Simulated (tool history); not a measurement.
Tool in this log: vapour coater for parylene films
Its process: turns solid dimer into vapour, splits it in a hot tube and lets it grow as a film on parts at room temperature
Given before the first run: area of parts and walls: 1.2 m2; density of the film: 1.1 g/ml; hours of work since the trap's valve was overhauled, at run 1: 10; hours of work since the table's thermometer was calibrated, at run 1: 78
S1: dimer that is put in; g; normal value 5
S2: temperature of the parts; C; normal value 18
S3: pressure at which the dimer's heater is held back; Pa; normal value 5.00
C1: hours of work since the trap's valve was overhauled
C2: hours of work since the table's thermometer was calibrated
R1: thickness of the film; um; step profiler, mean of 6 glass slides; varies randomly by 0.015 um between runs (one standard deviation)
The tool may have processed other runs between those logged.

run 1 day=0.000 | S1=5 S2=18 S3=5.00 | C1=10 C2=78 | R1=3.00
run 2 day=1.317 | S1=5 S2=18 S3=5.00 | C1=23 C2=91 | R1=3.00
run 3 day=2.029 | S1=5 S2=18 S3=5.00 | C1=31 C2=98 | R1=3.00
run 4 day=2.717 | S1=5 S2=18 S3=5.00 | C1=38 C2=105 | R1=2.99
run 5 day=3.300 | S1=5 S2=18 S3=5.00 | C1=43 C2=111 | R1=2.98
run 6 day=4.008 | S1=4 S2=15 S3=4.78 | C1=51 C2=118 | R1=2.69
run 7 day=4.575 | S1=8 S2=20 S3=10.67 | C1=56 C2=124 | R1=4.06
run 8 day=5.433 | S1=8 S2=20 S3=10.67 | C1=65 C2=132 | R1=4.04
run 9 day=6.546 | S1=3 S2=24 S3=11.47 | C1=76 C2=144 | R1=1.28
run 10 day=7.312 | S1=2 S2=19 S3=8.08 | C1=84 C2=151 | R1=1.08

What if the next run were any one of these 3? Each begins from the tool's condition after run 10:
run A day=8.488 | S1=2 S2=25 S3=8.86 | C1=96 C2=163 | R1=?
run B day=8.488 | S1=6 S2=22 S3=8.08 | C1=96 C2=163 | R1=?
run C day=8.488 | S1=5 S2=11 S3=5.65 | C1=96 C2=163 | R1=?

run=A R1=0.81
run=B R1=2.86
run=C R1=3.66
Had the tool no hidden state, the same runs would have come out as:
run=A R1=0.83
run=B R1=2.90
run=C R1=3.71
